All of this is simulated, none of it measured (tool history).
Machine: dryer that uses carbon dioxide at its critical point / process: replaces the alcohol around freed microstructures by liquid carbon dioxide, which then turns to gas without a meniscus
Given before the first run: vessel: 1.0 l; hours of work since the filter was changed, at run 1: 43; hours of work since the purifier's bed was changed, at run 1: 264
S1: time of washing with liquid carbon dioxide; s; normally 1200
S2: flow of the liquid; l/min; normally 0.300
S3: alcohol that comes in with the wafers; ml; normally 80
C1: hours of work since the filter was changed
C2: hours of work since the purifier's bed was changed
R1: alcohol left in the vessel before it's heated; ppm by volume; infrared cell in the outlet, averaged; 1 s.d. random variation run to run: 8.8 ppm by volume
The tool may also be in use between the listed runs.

| run | hour | S1 | S2 | S3 | C1 | C2 | R1 |
|---|---|---|---|---|---|---|---|
| 1 | 0.0 | 1200 | 0.300 | 80 | 43 | 264 | 575 |
| 2 | 60.7 | 1200 | 0.300 | 21 | 70 | 291 | 195 |
| 3 | 128.5 | 1200 | 0.314 | 80 | 100 | 322 | 495 |
| 4 | 164.0 | 1200 | 0.314 | 80 | 116 | 338 | 527 |
| 5 | 214.9 | 1620 | 0.300 | 80 | 139 | 361 | 181 |
| 6 | 244.5 | 1200 | 0.388 | 80 | 152 | 374 | 222 |
| 7 | 295.7 | 1200 | 0.388 | 80 | 175 | 397 | 232 |
| 8 | 333.8 | 1200 | 0.388 | 80 | 193 | 414 | 248 |
|  | 348.2 | inlet filter changed |
| 9 | 403.0 | 840 | 0.388 | 80 | 25 | 445 | 933 |
| 10 | 446.1 | 840 | 0.388 | 80 | 44 | 464 | 983 |
| 11 | 511.7 | 840 | 0.388 | 80 | 73 | 493 | 998 |
| 12 | 546.4 | 840 | 0.388 | 80 | 89 | 509 | 1033 |
| 13 | 586.8 | 840 | 0.388 | 80 | 107 | 527 | 1051 |
| 14 | 650.2 | 840 | 0.388 | 80 | 136 | 556 | 1091 |
| 15 | 690.1 | 840 | 0.311 | 80 | 154 | 574 | 2369 |
| 16 | 750.0 | 1200 | 0.293 | 32 | 180 | 600 | 400 |
| 17 | 783.5 | 1200 | 0.293 | 32 | 195 | 616 | 408 |
|  | 788.9 | inlet filter changed |
| 18 | 832.4 | 1200 | 0.300 | 31 | 20 | 637 | 306 |
| 19 | 888.8 | 1200 | 0.382 | 80 | 45 | 662 | 259 |
| 20 | 940.1 | 1200 | 0.382 | 80 | 68 | 685 | 266 |
| 21 | 1000.3 | 1200 | 0.382 | 80 | 95 | 712 | 278 |
| 22 | 1062.3 | 1200 | 0.382 | 80 | 123 | 740 | 288 |
| 23 | 1110.5 | 840 | 0.300 | 113 | 144 | 762 | 3816 |
| 24 | 1146.7 | 780 | 0.185 | 75 | 161 | 778 | 10271 |
| 25 | 1211.9 | 780 | 0.389 | 31 | 190 | 807 | 694 |
|  | 1231.5 | inlet filter changed |
| 26 | 1261.3 | 960 | 0.314 | 80 | 13 | 829 | 1290 |
| 27 | 1316.0 | 1440 | 0.300 | 56 | 38 | 854 | 282 |

Run 28 is up next; what results do you expect?
| 28 | 1384.6 | 1440 | 0.300 | 56 | 69 | 885 | ? |

{"run 28": {"R1": 297}}
If the tool had no hidden condition, the same run with the same run-to-run variation would have returned R1 124 ppm by volume.
